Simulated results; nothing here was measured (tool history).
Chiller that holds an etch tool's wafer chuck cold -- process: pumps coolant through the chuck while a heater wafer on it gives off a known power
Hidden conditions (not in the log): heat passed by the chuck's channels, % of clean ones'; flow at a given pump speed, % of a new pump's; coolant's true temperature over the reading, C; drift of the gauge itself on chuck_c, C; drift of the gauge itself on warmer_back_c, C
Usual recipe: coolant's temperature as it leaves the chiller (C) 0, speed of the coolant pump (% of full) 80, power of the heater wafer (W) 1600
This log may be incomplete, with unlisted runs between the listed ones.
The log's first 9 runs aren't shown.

| run | hour | coolant's temperature as it leaves the chiller (C) | speed of the coolant pump (% of full) | power of the heater wafer (W) | hours since the coolant was changed and the channels were flushed | hours since the pump was overhauled | hours since the chiller's thermometer was calibrated | chuck's temperature once it has settled (C) | how much warmer the coolant comes back (C) |
|---|---|---|---|---|---|---|---|---|---|
| 10 | 545.3 | 0 | 80 | 1600 | 2634 | 2770 | 2560 | 20.4 | 4.58 |
| 11 | 582.2 | 2 | 80 | 1600 | 2671 | 2806 | 2596 | 22.6 | 4.5 |
| 12 | 636.6 | 2 | 76 | 1600 | 2725 | 2861 | 2651 | 23.4 | 4.8 |
| 13 | 701.7 | -10 | 76 | 1600 | 2790 | 2926 | 2716 | 11.2 | 4.8 |
| 14 | 767.6 | -10 | 76 | 1600 | 2856 | 2992 | 2782 | 11.4 | 4.83 |
| 15 | 857.8 | -10 | 76 | 1600 | 2946 | 3082 | 2872 | 11.5 | 4.83 |
| 16 | 897.4 | -10 | 76 | 1600 | 2986 | 3122 | 2912 | 11.5 | 4.85 |
| 17 | 977.1 | -10 | 76 | 1600 | 3066 | 3201 | 2991 | 11.5 | 4.83 |
|  | 1017.7 | chiller's thermometer calibrated |
| 18 | 1046 | 7 | 81 | 1448 | 3134 | 3269 | 28 | 25.3 | 4.06 |
| 19 | 1119.4 | 0 | 82 | 1716 | 3207 | 3343 | 102 | 21.5 | 4.81 |
| 20 | 1199.6 | -2 | 80 | 910 | 3287 | 3423 | 182 | 9.7 | 2.64 |
| 21 | 1251.5 | -2 | 80 | 910 | 3339 | 3475 | 234 | 9.6 | 2.6 |
| 22 | 1293.7 | -3 | 94 | 1600 | 3381 | 3517 | 276 | 15.7 | 4.03 |
| 23 | 1338.2 | -3 | 94 | 1600 | 3426 | 3561 | 320 | 15.8 | 3.96 |
| 24 | 1413.1 | -3 | 76 | 1966 | 3501 | 3636 | 395 | 23 | 5.94 |
| 25 | 1492 | -3 | 76 | 1966 | 3580 | 3715 | 474 | 23.2 | 6 |
| 26 | 1571.1 | 8 | 61 | 1600 | 3659 | 3794 | 553 | 32.2 | 6.03 |
| 27 | 1623.5 | 6 | 72 | 1662 | 3711 | 3847 | 606 | 28.8 | 5.32 |
| 28 | 1672.5 | -8 | 72 | 882 | 3760 | 3896 | 655 | 4.1 | 2.81 |
| 29 | 1750.9 | -8 | 72 | 882 | 3839 | 3974 | 733 | 4.5 | 2.89 |
| 30 | 1816.6 | -8 | 72 | 899 | 3904 | 4040 | 799 | 4.5 | 2.9 |
| 31 | 1894.9 | 0 | 92 | 1917 | 3982 | 4118 | 877 | 23.4 | 4.87 |
| 32 | 1937.7 | 0 | 92 | 1917 | 4025 | 4161 | 920 | 23.5 | 4.85 |
| 33 | 1974.8 | 0 | 92 | 1917 | 4062 | 4198 | 957 | 23.3 | 4.97 |

Alternative continuations, all from the tool just after run 33; predict every row:
| A | 2025.7 | 2 | 80 | 1487 | 4113 | 4249 | 1008 | ? | ? |
| B | 2025.7 | 0 | 92 | 1933 | 4113 | 4249 | 1008 | ? | ? |
| C | 2025.7 | -9 | 69 | 1600 | 4113 | 4249 | 1008 | ? | ? |

| run | chuck's temperature once it has settled (C) | how much warmer the coolant comes back (C) |
|---|---|---|
| A | 21.6 | 4.34 |
| B | 23.5 | 4.89 |
| C | 14 | 5.33 |
Take away the tool's hidden state, keep each run's random variation, and the runs would have read:
| run | chuck's temperature once it has settled (C) | how much warmer the coolant comes back (C) |
|---|---|---|
| A | 18.9 | 4.13 |
| B | 20.3 | 4.65 |
| C | 10.9 | 5.07 |
